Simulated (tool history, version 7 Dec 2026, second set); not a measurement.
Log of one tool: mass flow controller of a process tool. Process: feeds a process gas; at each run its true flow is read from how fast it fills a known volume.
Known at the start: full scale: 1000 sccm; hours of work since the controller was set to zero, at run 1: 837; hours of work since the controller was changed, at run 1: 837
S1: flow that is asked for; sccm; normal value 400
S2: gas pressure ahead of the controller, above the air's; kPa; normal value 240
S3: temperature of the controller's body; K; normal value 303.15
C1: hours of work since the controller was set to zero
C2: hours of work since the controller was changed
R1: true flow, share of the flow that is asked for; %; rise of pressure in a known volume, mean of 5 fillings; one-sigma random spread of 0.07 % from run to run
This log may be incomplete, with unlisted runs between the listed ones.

run,hour,S1,S2,S3,C1,C2,R1
1,0,400,240,303.15,837,837,98.72
2,53.8,400,274,303.15,853,853,98.74
3,137.2,400,240,303.15,879,879,98.89
4,242.8,400,240,303.15,911,911,98.95
5,311.5,400,240,303.15,932,932,98.93
6,363,400,240,303.15,948,948,98.9
7,440.5,400,240,303.15,972,972,98.92
8,546.9,400,240,303.15,1004,1004,98.92
9,619.6,400,240,303.15,1027,1027,98.91
10,667.8,400,240,303.15,1041,1041,99.01
11,765.7,400,240,303.15,1071,1071,99.09
12,840.6,400,240,303.15,1094,1094,98.99
13,940.9,400,240,303.15,1125,1125,98.96
14,1030.9,400,240,303.15,1153,1153,98.99
15,1087,400,240,303.15,1170,1170,99.06
16,1143.3,400,240,303.15,1187,1187,98.94
17,1239.8,189,240,303.15,1217,1217,99.47
18,1306.7,400,240,309.15,1237,1237,98.81
19,1404.1,400,240,309.15,1267,1267,98.89
20,1466.2,400,240,309.15,1286,1286,98.84
21,1541.4,400,240,309.15,1309,1309,98.67
22,1591.4,891,240,303.15,1324,1324,99.73
23,1686.8,400,166,294.15,1354,1354,99.86
24,1752.9,245,161,304.15,1374,1374,99.64
25,1804.3,141,211,295.15,1390,1390,100.73
26,1874.7,117,227,309.15,1411,1411,100.6
27,1978.4,101,154,309.15,1443,1443,101.44
28,2029.9,935,217,309.15,1459,1459,99.46
29,2101.1,400,240,307.15,1481,1481,98.94
30,2168.8,100,167,301.15,1501,1501,101.93
31,2234.9,153,196,310.15,1522,1522,100.03
32,2334.2,153,196,310.15,1552,1552,100.08
33,2378.3,153,196,310.15,1565,1565,100
34,2445.3,230,240,306.15,1586,1586,99.4
35,2543.4,230,240,306.15,1616,1616,99.49
36,2652.1,436,204,303.15,1649,1649,99.41
37,2744.5,128,204,303.15,1678,1678,101.16
38,2836.4,128,204,303.15,1706,1706,101.05
39,2940.6,128,204,303.15,1738,1738,101.2
40,2989.5,128,204,303.15,1753,1753,101.32
41,3093.2,400,240,313.15,1784,1784,98.81
42,3178.7,166,210,303.15,1811,1811,100.61
43,3277.7,660,203,312.15,1841,1841,99.02
44,3354.1,660,147,307.15,1864,1864,99.65

Same runs, no hidden state in the tool, same run-to-run variation:
The hidden state here: flow at rest that the sensor doesn't see, % of full scale; true flow over the shown one, %; drift of the gauge itself on true_pct, %.
run,R1
1,98.18
2,98.19
3,98.33
4,98.39
5,98.36
6,98.32
7,98.33
8,98.32
9,98.3
10,98.39
11,98.46
12,98.35
13,98.31
14,98.33
15,98.4
16,98.26
17,97.87
18,98.12
19,98.19
20,98.13
21,97.95
22,99.49
23,99.13
24,98.32
25,98.29
26,97.58
27,97.84
28,99.24
29,98.16
30,98.17
31,97.61
32,97.62
33,97.53
34,97.81
35,97.88
36,98.66
37,97.96
38,97.82
39,97.9
40,97.99
41,97.92
42,98.03
43,98.58
44,99.21

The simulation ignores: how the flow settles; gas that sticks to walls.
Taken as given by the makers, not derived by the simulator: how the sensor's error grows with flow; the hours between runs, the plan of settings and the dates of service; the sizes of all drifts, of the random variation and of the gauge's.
